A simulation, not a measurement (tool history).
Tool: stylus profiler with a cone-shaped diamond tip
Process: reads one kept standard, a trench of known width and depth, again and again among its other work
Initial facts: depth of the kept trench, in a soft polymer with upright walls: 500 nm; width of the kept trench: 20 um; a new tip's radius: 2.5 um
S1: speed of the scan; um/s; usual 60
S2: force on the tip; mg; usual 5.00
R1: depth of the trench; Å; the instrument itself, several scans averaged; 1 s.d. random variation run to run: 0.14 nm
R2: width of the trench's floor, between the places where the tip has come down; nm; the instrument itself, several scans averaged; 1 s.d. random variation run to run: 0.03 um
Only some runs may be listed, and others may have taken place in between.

run,hour,S1,S2,R1,R2
1,0.0,60,5.00,5121.9,16850
2,62.5,33,5.00,5123.0,16880
3,116.5,33,5.00,5125.0,16990
4,171.1,33,5.00,5120.4,16950
5,232.1,33,5.00,5121.2,16940
6,288.9,33,5.00,5121.0,16970
7,345.2,79,5.00,5120.9,16810
8,413.5,79,5.00,5121.2,16830
9,465.8,60,10.96,5207.3,16950
10,515.0,16,5.00,5120.6,16950
11,572.4,16,5.46,5131.3,17020
12,639.2,16,5.46,5130.8,16940
13,676.0,16,5.46,5128.8,16980
14,739.0,16,5.46,5128.8,16990
15,778.6,16,5.46,5131.3,16960
16,821.1,60,5.00,5121.7,16920
17,885.4,60,5.00,5122.4,16860
18,941.7,60,5.00,5121.7,16830
19,1011.5,60,5.00,5122.5,16860
20,1063.5,187,5.16,5126.2,16660
21,1116.1,41,1.90,5064.6,16900
22,1153.0,33,3.12,5086.5,16900
23,1189.5,33,3.12,5087.2,16880
24,1228.3,23,3.12,5089.5,16910
25,1262.0,127,10.79,5205.7,16790
26,1328.1,85,2.05,5066.1,16740
27,1382.9,16,5.42,5129.5,16970
28,1431.1,83,13.35,5237.5,16880
29,1474.5,83,13.35,5237.1,16950
30,1508.6,83,13.35,5233.7,16930
31,1563.2,83,13.35,5237.5,16910
32,1597.0,83,13.35,5236.0,16950

3 options for the next run, each taken on its own from the tool as it stands now. Forecast them:
A,1630.8,119,3.09,?,?
B,1630.8,188,13.35,?,?
C,1630.8,60,1.84,?,?

run,R1,R2
A,5087.8,16730
B,5235.3,16750
C,5063.3,16810
With the hidden condition removed and each run's random variation left untouched, the same runs would have given:
run,R1,R2
A,5087.9,16730
B,5235.5,16750
C,5063.4,16810
